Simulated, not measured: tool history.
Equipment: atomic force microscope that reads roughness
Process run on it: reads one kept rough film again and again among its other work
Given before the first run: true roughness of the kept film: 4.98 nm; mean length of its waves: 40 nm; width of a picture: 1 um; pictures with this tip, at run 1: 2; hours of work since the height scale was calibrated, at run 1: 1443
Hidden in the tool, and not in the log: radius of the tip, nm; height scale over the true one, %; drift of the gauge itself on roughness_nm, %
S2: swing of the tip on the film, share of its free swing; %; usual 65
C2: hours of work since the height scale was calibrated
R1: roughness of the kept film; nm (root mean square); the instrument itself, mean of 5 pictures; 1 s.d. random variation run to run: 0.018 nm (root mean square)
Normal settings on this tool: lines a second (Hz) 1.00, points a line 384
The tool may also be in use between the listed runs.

{"run": 1, "hour": 0.0, "lines a second (Hz)": 1.0, "S2": 65, "points a line": 384, "pictures with this tip": 2, "C2": 1443, "R1": 4.35}
{"run": 2, "hour": 39.1, "lines a second (Hz)": 1.0, "S2": 65, "points a line": 384, "pictures with this tip": 53, "C2": 1470, "R1": 4.277}
{"run": 3, "hour": 88.8, "lines a second (Hz)": 1.14, "S2": 65, "points a line": 384, "pictures with this tip": 117, "C2": 1504, "R1": 4.119}
{"run": 4, "hour": 122.1, "lines a second (Hz)": 1.14, "S2": 65, "points a line": 317, "pictures with this tip": 160, "C2": 1527, "R1": 4.073}
{"run": 5, "hour": 192.9, "lines a second (Hz)": 1.14, "S2": 65, "points a line": 317, "pictures with this tip": 252, "C2": 1575, "R1": 3.962}
{"run": 6, "hour": 244.7, "lines a second (Hz)": 1.14, "S2": 65, "points a line": 317, "pictures with this tip": 320, "C2": 1611, "R1": 3.872}
{"run": 7, "hour": 275.4, "lines a second (Hz)": 1.95, "S2": 65, "points a line": 317, "pictures with this tip": 360, "C2": 1632, "R1": 3.728}
{"hour": 302.4, "done": "new tip fitted"}
{"run": 8, "hour": 310.1, "lines a second (Hz)": 1.0, "S2": 60, "points a line": 384, "pictures with this tip": 10, "C2": 1655, "R1": 4.332}
{"run": 9, "hour": 355.6, "lines a second (Hz)": 1.0, "S2": 60, "points a line": 384, "pictures with this tip": 69, "C2": 1686, "R1": 4.241}
{"run": 10, "hour": 412.8, "lines a second (Hz)": 1.0, "S2": 60, "points a line": 384, "pictures with this tip": 143, "C2": 1726, "R1": 4.169}
{"run": 11, "hour": 442.8, "lines a second (Hz)": 1.0, "S2": 60, "points a line": 384, "pictures with this tip": 182, "C2": 1746, "R1": 4.087}
{"run": 12, "hour": 499.8, "lines a second (Hz)": 3.39, "S2": 60, "points a line": 384, "pictures with this tip": 256, "C2": 1785, "R1": 3.813}
{"run": 13, "hour": 552.7, "lines a second (Hz)": 1.0, "S2": 60, "points a line": 384, "pictures with this tip": 325, "C2": 1821, "R1": 3.934}
{"hour": 607.1, "done": "new tip fitted"}
{"run": 14, "hour": 621.6, "lines a second (Hz)": 1.0, "S2": 60, "points a line": 384, "pictures with this tip": 19, "C2": 1868, "R1": 4.364}
{"run": 15, "hour": 688.8, "lines a second (Hz)": 1.0, "S2": 60, "points a line": 384, "pictures with this tip": 106, "C2": 1914, "R1": 4.231}
{"run": 16, "hour": 722.6, "lines a second (Hz)": 1.0, "S2": 60, "points a line": 384, "pictures with this tip": 150, "C2": 1937, "R1": 4.168}
{"run": 17, "hour": 789.1, "lines a second (Hz)": 1.0, "S2": 90, "points a line": 384, "pictures with this tip": 236, "C2": 1983, "R1": 3.675}
{"run": 18, "hour": 834.1, "lines a second (Hz)": 1.0, "S2": 83, "points a line": 384, "pictures with this tip": 295, "C2": 2014, "R1": 3.723}
{"run": 19, "hour": 892.3, "lines a second (Hz)": 1.0, "S2": 66, "points a line": 384, "pictures with this tip": 371, "C2": 2054, "R1": 3.822}
{"hour": 911.8, "done": "new tip fitted"}
{"run": 20, "hour": 934.7, "lines a second (Hz)": 1.0, "S2": 82, "points a line": 384, "pictures with this tip": 30, "C2": 2082, "R1": 4.082}
{"run": 21, "hour": 967.5, "lines a second (Hz)": 1.65, "S2": 82, "points a line": 384, "pictures with this tip": 73, "C2": 2105, "R1": 3.813}
{"run": 22, "hour": 1024.9, "lines a second (Hz)": 0.64, "S2": 82, "points a line": 384, "pictures with this tip": 147, "C2": 2144, "R1": 4.026}
{"run": 23, "hour": 1072.5, "lines a second (Hz)": 3.26, "S2": 65, "points a line": 384, "pictures with this tip": 209, "C2": 2177, "R1": 3.749}
{"run": 24, "hour": 1113.8, "lines a second (Hz)": 0.75, "S2": 65, "points a line": 384, "pictures with this tip": 263, "C2": 2205, "R1": 3.991}
{"run": 25, "hour": 1146.3, "lines a second (Hz)": 0.75, "S2": 65, "points a line": 384, "pictures with this tip": 305, "C2": 2227, "R1": 3.945}
{"run": 26, "hour": 1175.5, "lines a second (Hz)": 3.24, "S2": 65, "points a line": 384, "pictures with this tip": 343, "C2": 2247, "R1": 3.606}
{"run": 27, "hour": 1210.8, "lines a second (Hz)": 1.0, "S2": 72, "points a line": 286, "pictures with this tip": 389, "C2": 2272, "R1": 3.762}
{"hour": 1217.3, "done": "new tip fitted"}
{"run": 28, "hour": 1251.2, "lines a second (Hz)": 1.0, "S2": 83, "points a line": 384, "pictures with this tip": 44, "C2": 2299, "R1": 4.013}
{"run": 29, "hour": 1301.5, "lines a second (Hz)": 1.0, "S2": 74, "points a line": 490, "pictures with this tip": 110, "C2": 2333, "R1": 4.084}
{"run": 30, "hour": 1333.5, "lines a second (Hz)": 1.0, "S2": 74, "points a line": 490, "pictures with this tip": 151, "C2": 2355, "R1": 4.029}
{"run": 31, "hour": 1393.8, "lines a second (Hz)": 1.0, "S2": 74, "points a line": 490, "pictures with this tip": 230, "C2": 2397, "R1": 3.914}
{"run": 32, "hour": 1423.7, "lines a second (Hz)": 1.85, "S2": 65, "points a line": 393, "pictures with this tip": 269, "C2": 2417, "R1": 3.826}
{"run": 33, "hour": 1461.5, "lines a second (Hz)": 1.85, "S2": 65, "points a line": 393, "pictures with this tip": 318, "C2": 2443, "R1": 3.772}
{"hour": 1520.6, "done": "new tip fitted"}
{"run": 34, "hour": 1530.2, "lines a second (Hz)": 1.03, "S2": 65, "points a line": 576, "pictures with this tip": 12, "C2": 2490, "R1": 4.289}
{"run": 35, "hour": 1598.3, "lines a second (Hz)": 1.03, "S2": 65, "points a line": 576, "pictures with this tip": 101, "C2": 2536, "R1": 4.184}
{"run": 36, "hour": 1646.9, "lines a second (Hz)": 1.32, "S2": 89, "points a line": 844, "pictures with this tip": 164, "C2": 2570, "R1": 3.647}
{"run": 37, "hour": 1701.9, "lines a second (Hz)": 1.32, "S2": 89, "points a line": 844, "pictures with this tip": 235, "C2": 2607, "R1": 3.581}
{"run": 38, "hour": 1751.5, "lines a second (Hz)": 1.32, "S2": 89, "points a line": 844, "pictures with this tip": 300, "C2": 2641, "R1": 3.489}
{"run": 39, "hour": 1791.1, "lines a second (Hz)": 1.32, "S2": 89, "points a line": 844, "pictures with this tip": 351, "C2": 2669, "R1": 3.432}
{"hour": 1824.8, "done": "new tip fitted"}
{"run": 40, "hour": 1862.5, "lines a second (Hz)": 1.32, "S2": 89, "points a line": 844, "pictures with this tip": 49, "C2": 2717, "R1": 3.772}
{"run": 41, "hour": 1930.4, "lines a second (Hz)": 3.18, "S2": 65, "points a line": 342, "pictures with this tip": 137, "C2": 2764, "R1": 3.826}
{"run": 42, "hour": 1977.2, "lines a second (Hz)": 3.18, "S2": 65, "points a line": 342, "pictures with this tip": 198, "C2": 2796, "R1": 3.753}
{"run": 43, "hour": 2034.2, "lines a second (Hz)": 2.16, "S2": 83, "points a line": 304, "pictures with this tip": 272, "C2": 2835, "R1": 3.385}
{"run": 44, "hour": 2079.3, "lines a second (Hz)": 1.0, "S2": 65, "points a line": 401, "pictures with this tip": 331, "C2": 2866, "R1": 3.846}
{"hour": 2129.0, "done": "new tip fitted"}
{"run": 45, "hour": 2133.7, "lines a second (Hz)": 1.0, "S2": 65, "points a line": 401, "pictures with this tip": 6, "C2": 2903, "R1": 4.299}
{"run": 46, "hour": 2181.0, "lines a second (Hz)": 1.0, "S2": 65, "points a line": 401, "pictures with this tip": 67, "C2": 2935, "R1": 4.188}
{"run": 47, "hour": 2223.3, "lines a second (Hz)": 1.0, "S2": 78, "points a line": 597, "pictures with this tip": 122, "C2": 2964, "R1": 3.961}
{"hour": 2254.0, "done": "height scale calibrated on a step standard"}
{"run": 48, "hour": 2267.0, "lines a second (Hz)": 1.0, "S2": 78, "points a line": 597, "pictures with this tip": 178, "C2": 9, "R1": 3.999}
{"run": 49, "hour": 2309.4, "lines a second (Hz)": 1.0, "S2": 78, "points a line": 597, "pictures with this tip": 233, "C2": 38, "R1": 3.931}
{"run": 50, "hour": 2365.3, "lines a second (Hz)": 1.0, "S2": 78, "points a line": 296, "pictures with this tip": 305, "C2": 76, "R1": 3.816}
{"run": 51, "hour": 2416.9, "lines a second (Hz)": 0.66, "S2": 86, "points a line": 935, "pictures with this tip": 372, "C2": 112, "R1": 3.743}

Difference, measured minus no-hidden-state, one row per run. Run-to-run variation is common to both terms; the gauge's own scatter need not be:
run=1 R1=-0.091
run=2 R1=-0.169
run=3 R1=-0.264
run=4 R1=-0.323
run=5 R1=-0.442
run=6 R1=-0.529
run=7 R1=-0.562
run=8 R1=-0.111
run=9 R1=-0.197
run=10 R1=-0.298
run=11 R1=-0.355
run=12 R1=-0.430
run=13 R1=-0.544
run=14 R1=-0.122
run=15 R1=-0.246
run=16 R1=-0.314
run=17 R1=-0.386
run=18 R1=-0.469
run=19 R1=-0.586
run=20 R1=-0.133
run=21 R1=-0.176
run=22 R1=-0.303
run=23 R1=-0.364
run=24 R1=-0.456
run=25 R1=-0.509
run=26 R1=-0.515
run=27 R1=-0.601
run=28 R1=-0.161
run=29 R1=-0.271
run=30 R1=-0.325
run=31 R1=-0.426
run=32 R1=-0.466
run=33 R1=-0.525
run=34 R1=-0.125
run=35 R1=-0.258
run=36 R1=-0.307
run=37 R1=-0.389
run=38 R1=-0.463
run=39 R1=-0.518
run=40 R1=-0.187
run=41 R1=-0.304
run=42 R1=-0.376
run=43 R1=-0.423
run=44 R1=-0.558
run=45 R1=-0.136
run=46 R1=-0.234
run=47 R1=-0.297
run=48 R1=-0.271
run=49 R1=-0.346
run=50 R1=-0.441
run=51 R1=-0.534
